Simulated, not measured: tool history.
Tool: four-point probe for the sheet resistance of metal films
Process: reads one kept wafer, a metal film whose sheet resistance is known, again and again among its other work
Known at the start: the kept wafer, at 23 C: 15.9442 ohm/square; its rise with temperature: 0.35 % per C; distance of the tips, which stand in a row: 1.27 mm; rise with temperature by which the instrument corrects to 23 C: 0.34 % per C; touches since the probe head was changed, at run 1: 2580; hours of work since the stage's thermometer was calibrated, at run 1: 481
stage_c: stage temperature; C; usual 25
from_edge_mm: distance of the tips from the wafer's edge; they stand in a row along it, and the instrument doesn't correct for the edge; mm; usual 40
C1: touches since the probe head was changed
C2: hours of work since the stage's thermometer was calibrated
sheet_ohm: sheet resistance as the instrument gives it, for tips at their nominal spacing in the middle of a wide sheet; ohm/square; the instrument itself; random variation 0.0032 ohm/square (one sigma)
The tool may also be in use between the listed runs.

run 1 hour=0.0 | stage_c=25 from_edge_mm=40 | C1=2580 C2=481 | sheet_ohm=15.953602
run 2 hour=89.9 | stage_c=25 from_edge_mm=40 | C1=4119 C2=518 | sheet_ohm=15.948586
run 3 hour=141.3 | stage_c=25 from_edge_mm=40 | C1=5000 C2=539 | sheet_ohm=15.949281
run 4 hour=200.2 | stage_c=25 from_edge_mm=40 | C1=6009 C2=563 | sheet_ohm=15.943652
run 5 hour=273.4 | stage_c=25 from_edge_mm=40 | C1=7262 C2=594 | sheet_ohm=15.941993
run 6 hour=350.0 | stage_c=25 from_edge_mm=40 | C1=8574 C2=625 | sheet_ohm=15.948132
run 7 hour=441.2 | stage_c=25 from_edge_mm=40 | C1=10137 C2=663 | sheet_ohm=15.942843
run 8 hour=526.5 | stage_c=25 from_edge_mm=40 | C1=11597 C2=698 | sheet_ohm=15.945784
run 9 hour=612.9 | stage_c=25 from_edge_mm=38 | C1=13077 C2=733 | sheet_ohm=15.945209
run 10 hour=676.6 | stage_c=34 from_edge_mm=38 | C1=14169 C2=760 | sheet_ohm=15.944594
run 11 hour=733.1 | stage_c=34 from_edge_mm=49 | C1=15136 C2=783 | sheet_ohm=15.946176

4 ways to go on from here, each from the tool as it stands after run 11. What would each give?
run A hour=781.5 | stage_c=26 from_edge_mm=11 | C1=15965 C2=803 | sheet_ohm=?
run B hour=781.5 | stage_c=23 from_edge_mm=9 | C1=15965 C2=803 | sheet_ohm=?
run C hour=781.5 | stage_c=22 from_edge_mm=7 | C1=15965 C2=803 | sheet_ohm=?
run D hour=781.5 | stage_c=33 from_edge_mm=4 | C1=15965 C2=803 | sheet_ohm=?

run=A sheet_ohm=16.047519
run=B sheet_ohm=16.095063
run=C sheet_ohm=16.215383
run=D sheet_ohm=16.757689
Without the tool's hidden state the same runs would have given:
run=A sheet_ohm=16.062249
run=B sheet_ohm=16.109959
run=C sheet_ohm=16.230431
run=D sheet_ohm=16.772772

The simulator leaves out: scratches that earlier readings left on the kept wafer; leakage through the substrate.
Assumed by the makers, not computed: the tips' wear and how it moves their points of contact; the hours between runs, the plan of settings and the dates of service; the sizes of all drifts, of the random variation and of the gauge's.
